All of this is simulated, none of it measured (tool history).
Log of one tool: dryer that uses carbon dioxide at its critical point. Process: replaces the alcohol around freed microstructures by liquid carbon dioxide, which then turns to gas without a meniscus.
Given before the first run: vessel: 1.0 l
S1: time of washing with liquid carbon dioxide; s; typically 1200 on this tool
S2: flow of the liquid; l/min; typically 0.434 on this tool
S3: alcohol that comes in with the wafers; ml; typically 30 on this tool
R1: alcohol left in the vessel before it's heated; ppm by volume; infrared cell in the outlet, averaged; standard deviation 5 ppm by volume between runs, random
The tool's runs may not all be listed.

run    hour    S1     S2  S3   R1
  1       0  1200  0.434  30   17
  2    59.4  1200  0.434  30   13
  3   118.8  1200  0.709  30   13
  4   166.1  1140  0.434  30   31
  5   202.8  1140  0.434  30   38
  6   254.8  1140  0.434  30   32
  7   282.3   840  0.434  30  137
  8   322.7   840  0.434  30  129
  9   360.6   840  0.434  20   90
 10   423.5   840  0.434  20  118
 11   453.4  1200  0.434  30   48
 12   487.4  1200  0.434  30   44
 13   529.3  1200  0.434  30   63
 14   567.9  1200  0.434  30   60
 15   622.7  1200  0.434  30   59
 16   649.9  1200  0.434  22   67
 17   690.3  1080  0.275  22  375
 18   741.2  1500  0.317  30   93
 19   776.3  1200   0.53  30   69
 20     803   900  0.282  30  912
 21   848.1  1920   0.32  99   83
 22   877.5  1260  0.551  30   71
 23   903.6  1200  0.422  20   76
 24   964.7  1200  0.372  20  114
 25   994.6  1200  0.391  70  183
     1011.5  -- inlet filter changed
 26    1029   960  0.334  43  306
 27  1091.5  1320  0.434  27   79
 28  1128.8  1140  0.434  30   81
 29  1177.4  1140  0.434  30   96

Below, each run's measurement less what the same run would have read without the hidden state. Both values contain the same run-to-run variation, but the gauge's scatter may not be the same in both:
Unlogged tool condition in this case: flow that reaches the vessel past the clogged filter, %; alcohol in the recycled carbon dioxide, ppm; drift of the gauge itself on alcohol_ppm, %.
run    R1
  1    +1
  2    +7
  3    +9
  4   +16
  5   +19
  6   +23
  7   +51
  8   +58
  9   +51
 10   +59
 11   +37
 12   +39
 13   +42
 14   +46
 15   +51
 16   +53
 17  +187
 18   +74
 19   +57
 20  +413
 21   +72
 22   +61
 23   +72
 24   +96
 25  +143
 26   +77
 27   +74
 28   +79
 29   +80
